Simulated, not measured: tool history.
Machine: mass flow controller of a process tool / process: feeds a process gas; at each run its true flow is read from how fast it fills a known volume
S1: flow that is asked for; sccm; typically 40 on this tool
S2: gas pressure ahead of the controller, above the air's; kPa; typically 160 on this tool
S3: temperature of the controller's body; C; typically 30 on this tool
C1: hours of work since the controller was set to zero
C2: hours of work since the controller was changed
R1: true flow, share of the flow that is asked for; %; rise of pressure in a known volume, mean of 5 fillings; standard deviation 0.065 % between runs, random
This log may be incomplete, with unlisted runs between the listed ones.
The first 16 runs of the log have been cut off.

| run | hour | S1 | S2 | S3 | C1 | C2 | R1 |
|---|---|---|---|---|---|---|---|
| 17 | 3710.7 | 40 | 160 | 23 | 3743 | 3743 | 97.74 |
| 18 | 3868.4 | 14 | 235 | 30 | 3794 | 3794 | 96.69 |
| 19 | 4017.1 | 47 | 162 | 22 | 3843 | 3843 | 97.8 |
| 20 | 4228.5 | 35 | 253 | 37 | 3913 | 3913 | 96.66 |
| 21 | 4417.2 | 34 | 209 | 30 | 3975 | 3975 | 96.99 |
| 22 | 4601.3 | 34 | 209 | 30 | 4036 | 4036 | 96.9 |
| 23 | 4750.7 | 34 | 209 | 30 | 4085 | 4085 | 96.94 |
|  | 4927 | gauge calibrated |
| 24 | 4949.5 | 15 | 208 | 30 | 4150 | 4150 | 97.6 |
| 25 | 5105.5 | 38 | 193 | 30 | 4202 | 4202 | 98.16 |
| 26 | 5304.2 | 26 | 198 | 29 | 4267 | 4267 | 98.02 |
| 27 | 5510.5 | 31 | 203 | 33 | 4335 | 4335 | 97.91 |
| 28 | 5676.3 | 31 | 204 | 22 | 4389 | 4389 | 98.13 |
| 29 | 5855.8 | 36 | 204 | 23 | 4448 | 4448 | 98.36 |
| 30 | 6075.1 | 15 | 257 | 34 | 4521 | 4521 | 97.15 |
| 31 | 6246.3 | 17 | 160 | 22 | 4577 | 4577 | 97.74 |
| 32 | 6511.5 | 70 | 160 | 28 | 4664 | 4664 | 98.85 |

Here are 4 independent what-if runs from the current tool condition. What would each one return?
| A | 6629.5 | 70 | 160 | 32 | 4703 | 4703 | ? |
| B | 6629.5 | 12 | 160 | 28 | 4703 | 4703 | ? |
| C | 6629.5 | 35 | 160 | 33 | 4703 | 4703 | ? |
| D | 6629.5 | 16 | 205 | 32 | 4703 | 4703 | ? |

| run | R1 |
|---|---|
| A | 98.47 |
| B | 97.23 |
| C | 97.55 |
| D | 97.21 |
What these runs would have given with no unlogged condition in the tool:
| run | R1 |
|---|---|
| A | 98.89 |
| B | 97.64 |
| C | 97.97 |
| D | 97.61 |

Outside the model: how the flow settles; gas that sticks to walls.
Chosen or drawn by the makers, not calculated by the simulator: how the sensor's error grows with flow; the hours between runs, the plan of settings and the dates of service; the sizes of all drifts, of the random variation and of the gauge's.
